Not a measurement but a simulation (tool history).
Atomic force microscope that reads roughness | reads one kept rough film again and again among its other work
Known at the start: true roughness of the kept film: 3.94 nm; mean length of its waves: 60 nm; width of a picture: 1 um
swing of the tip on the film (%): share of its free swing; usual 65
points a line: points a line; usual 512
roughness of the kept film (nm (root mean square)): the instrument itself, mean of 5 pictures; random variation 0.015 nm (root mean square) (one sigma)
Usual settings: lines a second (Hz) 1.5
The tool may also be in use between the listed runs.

| run | hour | lines a second (Hz) | swing of the tip on the film (%) | points a line | roughness of the kept film (nm (root mean square)) |
|---|---|---|---|---|---|
| 1 | 0 | 1.5 | 65 | 512 | 3.491 |
|  | 2.7 | new tip fitted |
| 2 | 10.7 | 1.5 | 65 | 512 | 3.608 |
| 3 | 19.9 | 1.5 | 65 | 512 | 3.599 |
| 4 | 35 | 1.5 | 65 | 512 | 3.537 |
| 5 | 47 | 1.5 | 65 | 512 | 3.518 |
| 6 | 54.3 | 1.5 | 65 | 512 | 3.518 |
|  | 57 | new tip fitted |
| 7 | 61.9 | 1.5 | 72 | 512 | 3.532 |
| 8 | 76.6 | 2.9 | 69 | 984 | 3.299 |

Forecast run 9:
|  | 78.4 | height scale calibrated on a step standard |
| 9 | 88.1 | 0.5 | 66 | 820 | ? |

Run 9 gave roughness of the kept film (nm (root mean square)) 3.714.
Without the tool's hidden state the same run would have given roughness of the kept film (nm (root mean square)) 3.785.
